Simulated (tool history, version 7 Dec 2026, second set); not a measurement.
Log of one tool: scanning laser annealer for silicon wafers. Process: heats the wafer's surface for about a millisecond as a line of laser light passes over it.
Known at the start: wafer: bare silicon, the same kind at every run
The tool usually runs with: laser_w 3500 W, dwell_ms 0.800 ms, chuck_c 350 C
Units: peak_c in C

run     day  laser_w  dwell_ms  chuck_c  peak_c
  1   0.000     3500     0.800      350    1102
  2   2.179     3500     0.637      350    1018
  3   5.150     3500     0.637      350    1021
  4   8.138     3500     0.800      350    1105
  5   9.700     3500     0.800      350    1099
  6  11.788     3500     0.658      350    1029
  7  13.804     3500     0.658      350    1031
  8  15.192     3500     0.658      356    1034
  9  18.017     3500     0.658      356    1037
 10  19.738     3500     0.697      356    1057
 11  21.483     3500     0.659      381    1057
 12  23.083     3500     0.659      381    1062
 13  26.221     3745     0.800      319    1141
 14  28.950     3721     0.800      311    1122
 15  30.683     3721     0.800      311    1121
 16  33.688     3626     0.658      311    1022
 17  36.188     3782     0.800      334    1164
 18  38.562     3145     0.800      318     971

Withheld: 1 entry from between the runs. Position of each, and hidden state at the listed run before versus the listed run after:
Logged between run 13 and run 14: window over the wafer cleaned (day 27.850)
  light that passes the window, % of a clean one's: 99.9 -> 99.99; width of the line over the set one, %: 0.06 -> 0.07

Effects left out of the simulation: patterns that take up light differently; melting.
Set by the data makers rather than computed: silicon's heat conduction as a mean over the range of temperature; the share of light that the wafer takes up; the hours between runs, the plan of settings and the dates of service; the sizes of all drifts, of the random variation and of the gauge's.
